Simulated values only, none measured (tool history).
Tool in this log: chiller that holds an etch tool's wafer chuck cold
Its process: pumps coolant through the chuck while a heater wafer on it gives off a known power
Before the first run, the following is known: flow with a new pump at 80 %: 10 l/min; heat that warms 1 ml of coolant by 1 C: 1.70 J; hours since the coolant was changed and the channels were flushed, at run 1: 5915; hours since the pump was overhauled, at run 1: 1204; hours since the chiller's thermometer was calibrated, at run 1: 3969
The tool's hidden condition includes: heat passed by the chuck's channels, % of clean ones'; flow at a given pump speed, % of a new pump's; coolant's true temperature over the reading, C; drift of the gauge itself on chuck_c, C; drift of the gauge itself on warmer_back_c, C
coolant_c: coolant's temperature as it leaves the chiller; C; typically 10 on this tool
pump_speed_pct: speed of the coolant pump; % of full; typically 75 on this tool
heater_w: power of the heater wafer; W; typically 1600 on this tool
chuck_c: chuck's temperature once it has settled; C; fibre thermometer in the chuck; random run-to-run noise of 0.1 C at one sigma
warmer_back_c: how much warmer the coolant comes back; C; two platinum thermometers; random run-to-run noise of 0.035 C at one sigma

run    hour  coolant_c  pump_speed_pct  heater_w  hours since the coolant was changed and the channels were flushed  hours since the pump was overhauled  hours since the chiller's thermometer was calibrated  chuck_c  warmer_back_c
  1     0.0         10              75      1600                                                               5915                                 1204                                                  3969     23.7           6.08
  2    73.3         10              75      1600                                                               5988                                 1277                                                  4042     23.7           6.20
  3   148.2         10              80      1600                                                               6063                                 1352                                                  4117     22.9           5.71
  4   183.1         10              80      1600                                                               6098                                 1387                                                  4152     23.0           5.74
  5   226.6         10              80      1600                                                               6141                                 1430                                                  4195     22.9           5.72
  6   271.1         10              75      1649                                                               6186                                 1475                                                  4240     24.2           6.28
  7   335.6         10              75      1291                                                               6250                                 1539                                                  4304     21.2           4.92
  8   405.0         10              75      1291                                                               6320                                 1609                                                  4374     21.2           4.97
  9   452.0         10              75      1291                                                               6367                                 1656                                                  4421     21.2           4.92
 10   527.8         10              75      1291                                                               6442                                 1731                                                  4497     21.1           5.00
 11   603.0         10              78      1600                                                               6518                                 1807                                                  4572     23.3           5.87
 12   650.4          3              78      1600                                                               6565                                 1854                                                  4619     16.4           5.91
 13   704.4          7              75      1600                                                               6619                                 1908                                                  4673     20.8           6.16
 14   771.8          7              75      1600                                                               6686                                 1976                                                  4741     20.9           6.18
 15   833.4         10              75      1303                                                               6748                                 2037                                                  4802     21.4           4.97
 16   898.2         10              75      1303                                                               6813                                 2102                                                  4867     21.4           4.98
 17   936.3         10              75      1303                                                               6851                                 2140                                                  4905     21.5           5.03
 18   978.6          7              75      1600                                                               6893                                 2182                                                  4947     20.9           6.15
 19  1031.4         15              84      1871                                                               6946                                 2235                                                  5000     29.7           6.46
 20  1099.4         19              86      2046                                                               7014                                 2303                                                  5068     34.9           6.96
 21  1150.3         15              91      2046                                                               7065                                 2354                                                  5119     30.1           6.54
 22  1182.9         10              88      1659                                                               7098                                 2387                                                  5152     22.8           5.49
 23  1247.7         10              91      2321                                                               7162                                 2451                                                  5217     27.2           7.45
 24  1296.7         10              91      2321                                                               7211                                 2500                                                  5265     27.1           7.44
 25  1371.9         10              91      2321                                                               7286                                 2576                                                  5341     27.1           7.38
 26  1427.9          3              75      2090                                                               7343                                 2632                                                  5397     21.3           8.11
 27  1461.2          3              81      1486                                                               7376                                 2665                                                  5430     15.4           5.41
 28  1515.9          2              78       814                                                               7431                                 2720                                                  5485      9.2           3.02
 29  1565.3          2              78       814                                                               7480                                 2769                                                  5534      9.5           3.01
 30  1605.3          2              78       814                                                               7520                                 2809                                                  5574      9.4           3.07
 31  1638.4         11              61       876                                                               7553                                 2842                                                  5607     20.7           4.16
 32  1693.9         11              61       876                                                               7609                                 2898                                                  5663     20.7           4.21

Difference, measured minus no-hidden-state, one row per run. Run-to-run variation is common to both terms; the gauge's own scatter need not be:
run  chuck_c  warmer_back_c
  1     +1.3          +0.10
  2     +1.3          +0.11
  3     +1.3          +0.11
  4     +1.3          +0.11
  5     +1.3          +0.11
  6     +1.4          +0.12
  7     +1.2          +0.10
  8     +1.3          +0.11
  9     +1.3          +0.11
 10     +1.3          +0.12
 11     +1.5          +0.13
 12     +1.5          +0.14
 13     +1.6          +0.15
 14     +1.6          +0.16
 15     +1.4          +0.13
 16     +1.4          +0.13
 17     +1.5          +0.14
 18     +1.6          +0.17
 19     +1.8          +0.18
 20     +1.8          +0.20
 21     +1.8          +0.19
 22     +1.6          +0.17
 23     +2.0          +0.23
 24     +2.0          +0.23
 25     +2.1          +0.23
 26     +2.1          +0.26
 27     +1.6          +0.17
 28     +1.2          +0.10
 29     +1.3          +0.10
 30     +1.3          +0.10
 31     +1.5          +0.14
 32     +1.5          +0.15
